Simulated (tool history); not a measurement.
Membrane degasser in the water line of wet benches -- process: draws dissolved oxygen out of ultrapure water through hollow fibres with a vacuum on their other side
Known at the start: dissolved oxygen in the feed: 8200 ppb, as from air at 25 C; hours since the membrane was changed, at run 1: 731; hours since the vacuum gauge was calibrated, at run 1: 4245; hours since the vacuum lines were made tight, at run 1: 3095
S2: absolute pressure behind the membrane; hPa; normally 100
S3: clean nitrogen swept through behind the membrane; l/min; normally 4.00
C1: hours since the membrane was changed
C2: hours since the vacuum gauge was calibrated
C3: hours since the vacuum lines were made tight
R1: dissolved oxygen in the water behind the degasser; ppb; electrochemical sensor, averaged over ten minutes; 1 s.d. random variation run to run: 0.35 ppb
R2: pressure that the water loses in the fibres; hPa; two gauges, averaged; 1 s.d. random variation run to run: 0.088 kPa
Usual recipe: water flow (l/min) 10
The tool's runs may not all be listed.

run 1 day=0.000 | water_flow_(l/min)=10 S2=100 S3=4.00 | C1=731 C2=4245 C3=3095 | R1=44.9 R2=252.8
run 2 day=1.238 | water_flow_(l/min)=10 S2=100 S3=4.00 | C1=760 C2=4274 C3=3124 | R1=44.7 R2=251.8
run 3 day=2.517 | water_flow_(l/min)=10 S2=185 S3=4.00 | C1=791 C2=4305 C3=3155 | R1=97.3 R2=251.8
run 4 day=4.012 | water_flow_(l/min)=10 S2=185 S3=4.00 | C1=827 C2=4341 C3=3191 | R1=96.3 R2=252.7
run 5 day=5.079 | water_flow_(l/min)=10 S2=100 S3=4.00 | C1=852 C2=4367 C3=3217 | R1=44.2 R2=254.3
run 6 day=6.100 | water_flow_(l/min)=10 S2=70 S3=7.90 | C1=877 C2=4391 C3=3241 | R1=14.5 R2=250.8
run 7 day=7.925 | water_flow_(l/min)=10 S2=150 S3=11.93 | C1=921 C2=4435 C3=3285 | R1=27.7 R2=252.9
run 8 day=9.004 | water_flow_(l/min)=10 S2=188 S3=2.70 | C1=947 C2=4461 C3=3311 | R1=143.9 R2=251.6
run 9 day=10.104 | water_flow_(l/min)=10 S2=242 S3=4.00 | C1=973 C2=4487 C3=3337 | R1=132.0 R2=252.8
run 10 day=10.979 | water_flow_(l/min)=7 S2=204 S3=8.24 | C1=994 C2=4508 C3=3358 | R1=37.2 R2=175.7

Below are 3 alternative next runs, each starting from the tool's condition after run 10. Predict each:
run A day=12.925 | water_flow_(l/min)=7 S2=220 S3=2.67 | C1=1041 C2=4555 C3=3405 | R1=? R2=?
run B day=12.925 | water_flow_(l/min)=9 S2=182 S3=8.56 | C1=1041 C2=4555 C3=3405 | R1=? R2=?
run C day=12.925 | water_flow_(l/min)=9 S2=73 S3=3.86 | C1=1041 C2=4555 C3=3405 | R1=? R2=?

run=A R1=121.6 R2=176.8
run=B R1=40.9 R2=226.2
run=C R1=25.1 R2=227.6
Had the tool no hidden state, the same runs would have come out as:
run=A R1=121.4 R2=176.7
run=B R1=40.8 R2=226.2
run=C R1=25.0 R2=227.5
